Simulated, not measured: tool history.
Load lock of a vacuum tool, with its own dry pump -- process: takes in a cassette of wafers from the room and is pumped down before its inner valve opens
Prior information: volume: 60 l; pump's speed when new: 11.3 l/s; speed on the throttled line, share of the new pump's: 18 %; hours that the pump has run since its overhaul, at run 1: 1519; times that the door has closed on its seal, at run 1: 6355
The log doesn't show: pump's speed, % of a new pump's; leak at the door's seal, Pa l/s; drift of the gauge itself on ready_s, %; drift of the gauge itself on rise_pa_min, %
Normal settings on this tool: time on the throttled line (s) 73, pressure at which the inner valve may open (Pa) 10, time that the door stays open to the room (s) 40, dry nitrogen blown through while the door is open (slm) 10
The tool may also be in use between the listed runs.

run	hour	time on the throttled line (s)	pressure at which the inner valve may open (Pa)	time that the door stays open to the room (s)	dry nitrogen blown through while the door is open (slm)	hours that the pump has run since its overhaul	times that the door has closed on its seal	incoming humidity of the room's air, %	time from the closed door until the inner valve may open (s)	rise of the pressure with all valves shut (Pa/min)
1	0	73	10	40	10	1519	6355	41.7	109.7	0.013
2	67.7	73	10	40	10	1586	6555	47.2	109.6	0.017
3	182.6	73	11	40	10	1701	6895	47.1	108.8	0.022
4	290.2	73	11	40	10	1809	7213	45.4	109.2	0.017
5	349.6	73	11	40	10	1868	7389	42.7	109	0.018
6	467.8	78	11	40	12	1987	7738	47.2	113.2	0.014
7	575.8	78	11	40	12	2095	8057	45.8	113	0.016
8	673.4	78	11	40	12	2192	8346	42.3	112.6	0.018
9	752.8	73	10	154	6	2272	8580	48.7	109.5	0.059
10	865	97	13	34	8	2384	8912	43.6	127.9	0.022

Alternative continuations, all from the tool just after run 10; predict every row:
A	969.6	54	13	34	4	2488	9221	41.4	?	?
B	969.6	55	13	34	7	2488	9221	47.3	?	?
C	969.6	73	10	40	20	2488	9221	47	?	?

run	time from the closed door until the inner valve may open (s)	rise of the pressure with all valves shut (Pa/min)
A	92.6	0.018
B	93.4	0.019
C	109.8	0.021
With no hidden state in the tool, these same runs would have given:
run	time from the closed door until the inner valve may open (s)	rise of the pressure with all valves shut (Pa/min)
A	92.6	0.018
B	93.4	0.019
C	109.8	0.021
